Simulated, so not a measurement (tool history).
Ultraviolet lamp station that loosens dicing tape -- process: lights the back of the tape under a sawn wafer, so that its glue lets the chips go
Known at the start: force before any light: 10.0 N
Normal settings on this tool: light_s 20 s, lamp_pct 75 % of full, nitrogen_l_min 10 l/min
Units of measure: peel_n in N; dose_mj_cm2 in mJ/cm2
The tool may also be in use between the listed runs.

run 1 hour=0 | light_s=20 lamp_pct=75 nitrogen_l_min=10 | peel_n=0.359 dose_mj_cm2=172
run 2 hour=25.9 | light_s=20 lamp_pct=75 nitrogen_l_min=10 | peel_n=0.365 dose_mj_cm2=170
run 3 hour=62 | light_s=20 lamp_pct=75 nitrogen_l_min=10 | peel_n=0.386 dose_mj_cm2=172
run 4 hour=91.1 | light_s=20 lamp_pct=75 nitrogen_l_min=10 | peel_n=0.383 dose_mj_cm2=164
run 5 hour=123.9 | light_s=20 lamp_pct=75 nitrogen_l_min=10 | peel_n=0.387 dose_mj_cm2=166
run 6 hour=139.9 | light_s=20 lamp_pct=75 nitrogen_l_min=10 | peel_n=0.374 dose_mj_cm2=161
run 7 hour=174.4 | light_s=20 lamp_pct=75 nitrogen_l_min=10 | peel_n=0.404 dose_mj_cm2=160
run 8 hour=208.7 | light_s=20 lamp_pct=75 nitrogen_l_min=10 | peel_n=0.398 dose_mj_cm2=160
run 9 hour=228.6 | light_s=15 lamp_pct=75 nitrogen_l_min=4 | peel_n=1.715 dose_mj_cm2=121
run 10 hour=244.7 | light_s=14 lamp_pct=92 nitrogen_l_min=10 | peel_n=0.567 dose_mj_cm2=138
run 11 hour=263.5 | light_s=13 lamp_pct=99 nitrogen_l_min=10 | peel_n=0.589 dose_mj_cm2=136
run 12 hour=293.4 | light_s=13 lamp_pct=99 nitrogen_l_min=10 | peel_n=0.62 dose_mj_cm2=130
-- hour=309.3 window cleaned of glue's vapour
run 13 hour=321.1 | light_s=13 lamp_pct=90 nitrogen_l_min=10 | peel_n=0.501 dose_mj_cm2=148
run 14 hour=337.7 | light_s=12 lamp_pct=75 nitrogen_l_min=6 | peel_n=1.363 dose_mj_cm2=114
run 15 hour=366 | light_s=32 lamp_pct=75 nitrogen_l_min=10 | peel_n=0.171 dose_mj_cm2=301
run 16 hour=389.6 | light_s=32 lamp_pct=75 nitrogen_l_min=10 | peel_n=0.179 dose_mj_cm2=298

3 options for the next run, each taken on its own from the tool as it stands now. Forecast them:
run A hour=405.1 | light_s=23 lamp_pct=90 nitrogen_l_min=7 | peel_n=? dose_mj_cm2=?
run B hour=405.1 | light_s=20 lamp_pct=84 nitrogen_l_min=10 | peel_n=? dose_mj_cm2=?
run C hour=405.1 | light_s=15 lamp_pct=76 nitrogen_l_min=3 | peel_n=? dose_mj_cm2=?

run=A peel_n=0.228 dose_mj_cm2=256
run=B peel_n=0.246 dose_mj_cm2=206
run=C peel_n=1.644 dose_mj_cm2=145
What these runs would have given with no unlogged condition in the tool:
run=A peel_n=0.209 dose_mj_cm2=274
run=B peel_n=0.223 dose_mj_cm2=221
run=C peel_n=1.458 dose_mj_cm2=154
